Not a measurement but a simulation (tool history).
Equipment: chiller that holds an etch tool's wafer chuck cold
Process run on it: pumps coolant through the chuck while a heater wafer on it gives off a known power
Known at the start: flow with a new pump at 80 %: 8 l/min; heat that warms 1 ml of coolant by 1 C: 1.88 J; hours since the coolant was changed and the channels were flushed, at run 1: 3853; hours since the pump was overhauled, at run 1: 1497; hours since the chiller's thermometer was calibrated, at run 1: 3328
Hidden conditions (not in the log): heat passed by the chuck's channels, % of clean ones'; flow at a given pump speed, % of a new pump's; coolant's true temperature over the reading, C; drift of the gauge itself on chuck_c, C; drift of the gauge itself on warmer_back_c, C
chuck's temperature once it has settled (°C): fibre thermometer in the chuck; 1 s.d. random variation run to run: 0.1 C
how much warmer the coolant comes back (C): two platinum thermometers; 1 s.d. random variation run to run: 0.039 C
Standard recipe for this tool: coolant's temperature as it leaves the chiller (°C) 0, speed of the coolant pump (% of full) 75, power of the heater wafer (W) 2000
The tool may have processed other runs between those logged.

run	hour	coolant's temperature as it leaves the chiller (°C)	speed of the coolant pump (% of full)	power of the heater wafer (W)	hours since the coolant was changed and the channels were flushed	hours since the pump was overhauled	hours since the chiller's thermometer was calibrated	chuck's temperature once it has settled (°C)	how much warmer the coolant comes back (C)
1	0	0	75	2000	3853	1497	3328	15	8.48
2	49	0	75	2000	3902	1546	3377	15	8.63
3	83.9	0	75	2000	3937	1581	3412	15	8.58
4	122	0	75	1564	3975	1619	3450	11.7	6.74
5	143.3	0	78	2000	3996	1641	3471	14.5	8.31
6	192.1	0	75	1276	4045	1690	3520	9.5	5.55
7	213.6	0	75	1276	4067	1711	3541	9.6	5.63
8	256.4	0	75	1276	4109	1754	3584	9.6	5.62
9	283.4	0	75	1276	4136	1781	3611	9.7	5.66
10	319.6	5	75	1927	4173	1817	3647	19.4	8.37

Run 11, settings as shown, results not yet in. Your forecast:
11	356.9	-9	77	1972	4210	1854	3685	?	?

chuck's temperature once it has settled (°C): 5.5
how much warmer the coolant comes back (C): 8.32
Take away the tool's hidden state, keep the run-to-run variation as it was, and the same run would have given chuck's temperature once it has settled (°C) 5.5, how much warmer the coolant comes back (C) 8.14.

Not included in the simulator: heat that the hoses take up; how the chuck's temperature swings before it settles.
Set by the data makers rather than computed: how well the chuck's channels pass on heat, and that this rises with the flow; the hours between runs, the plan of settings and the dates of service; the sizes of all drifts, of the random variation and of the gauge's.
